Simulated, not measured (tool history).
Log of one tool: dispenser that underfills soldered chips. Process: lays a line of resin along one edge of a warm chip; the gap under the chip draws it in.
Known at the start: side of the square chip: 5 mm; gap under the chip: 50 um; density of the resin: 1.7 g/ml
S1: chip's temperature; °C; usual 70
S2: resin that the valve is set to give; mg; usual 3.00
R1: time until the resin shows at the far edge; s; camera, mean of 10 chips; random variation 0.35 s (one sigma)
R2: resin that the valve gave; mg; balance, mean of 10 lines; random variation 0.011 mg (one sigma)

run  hour  S1    S2    R1    R2
  1   0.0  70  3.00  20.6  2.96
      7.4  -- new syringe of resin
  2   8.4  70  3.00  18.5  2.94
     21.0  -- new syringe of resin
  3  25.1  70  3.00  20.8  2.91
     34.8  -- new syringe of resin
  4  35.4  70  3.00  17.9  2.91
     48.4  -- new syringe of resin
  5  48.7  70  3.00  18.2  2.88
     61.4  -- new syringe of resin
  6  62.1  70  3.00  18.0  2.89
  7  73.5  70  2.54  25.3  2.44
     74.7  -- new syringe of resin
     87.6  -- new syringe of resin
  8  89.2  70  2.51  20.2  2.40
  9  99.9  70  2.51  27.0  2.39

Forecast run 10:
     101.3  -- new syringe of resin
 10  112.0  81  2.74   ?   ?

R1: 16.1 s
R2: 2.62 mg
Without the tool's hidden state the same run would have given R1 12.4 s, R2 2.75 mg.
